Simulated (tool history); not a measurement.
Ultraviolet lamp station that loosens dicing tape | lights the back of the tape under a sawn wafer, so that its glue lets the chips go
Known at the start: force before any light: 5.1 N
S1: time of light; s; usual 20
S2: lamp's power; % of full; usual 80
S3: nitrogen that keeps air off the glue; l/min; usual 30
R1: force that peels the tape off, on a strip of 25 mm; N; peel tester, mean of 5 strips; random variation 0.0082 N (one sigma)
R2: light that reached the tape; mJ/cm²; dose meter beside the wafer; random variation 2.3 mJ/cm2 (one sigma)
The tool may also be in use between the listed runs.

{"run": 1, "hour": 0.0, "S1": 20, "S2": 80, "S3": 30, "R1": 0.397, "R2": 217}
{"run": 2, "hour": 23.2, "S1": 20, "S2": 80, "S3": 30, "R1": 0.389, "R2": 212}
{"run": 3, "hour": 53.3, "S1": 20, "S2": 65, "S3": 30, "R1": 0.604, "R2": 172}
{"run": 4, "hour": 87.1, "S1": 30, "S2": 80, "S3": 30, "R1": 0.184, "R2": 318}
{"run": 5, "hour": 114.0, "S1": 20, "S2": 80, "S3": 30, "R1": 0.423, "R2": 210}
{"run": 6, "hour": 139.8, "S1": 20, "S2": 80, "S3": 30, "R1": 0.426, "R2": 208}
{"run": 7, "hour": 173.0, "S1": 20, "S2": 80, "S3": 30, "R1": 0.422, "R2": 208}
{"run": 8, "hour": 203.7, "S1": 20, "S2": 80, "S3": 30, "R1": 0.445, "R2": 205}
{"run": 9, "hour": 230.9, "S1": 20, "S2": 80, "S3": 30, "R1": 0.443, "R2": 208}
{"run": 10, "hour": 259.7, "S1": 11, "S2": 80, "S3": 45, "R1": 1.006, "R2": 114}
{"run": 11, "hour": 281.6, "S1": 11, "S2": 84, "S3": 36, "R1": 1.027, "R2": 116}
{"run": 12, "hour": 305.3, "S1": 39, "S2": 93, "S3": 24, "R1": 0.148, "R2": 462}
{"run": 13, "hour": 329.2, "S1": 13, "S2": 80, "S3": 30, "R1": 0.943, "R2": 131}
{"run": 14, "hour": 351.2, "S1": 11, "S2": 88, "S3": 17, "R1": 1.443, "R2": 122}
{"run": 15, "hour": 376.9, "S1": 20, "S2": 77, "S3": 30, "R1": 0.501, "R2": 189}
{"run": 16, "hour": 393.5, "S1": 11, "S2": 80, "S3": 26, "R1": 1.335, "R2": 109}
{"run": 17, "hour": 416.8, "S1": 14, "S2": 80, "S3": 12, "R1": 1.509, "R2": 138}
{"run": 18, "hour": 448.6, "S1": 14, "S2": 82, "S3": 27, "R1": 0.918, "R2": 143}

Forecast each of these 3 alternatives for the next run:
{"run": "A", "hour": 469.4, "S1": 14, "S2": 98, "S3": 17, "R1": "?", "R2": "?"}
{"run": "B", "hour": 469.4, "S1": 14, "S2": 82, "S3": 51, "R1": "?", "R2": "?"}
{"run": "C", "hour": 469.4, "S1": 13, "S2": 62, "S3": 25, "R1": "?", "R2": "?"}

run=A R1=0.936 R2=165
run=B R1=0.637 R2=141
run=C R1=1.537 R2=97
Without the tool's hidden state the same runs would have given:
run=A R1=0.684 R2=199
run=B R1=0.447 R2=170
run=C R1=1.218 R2=117
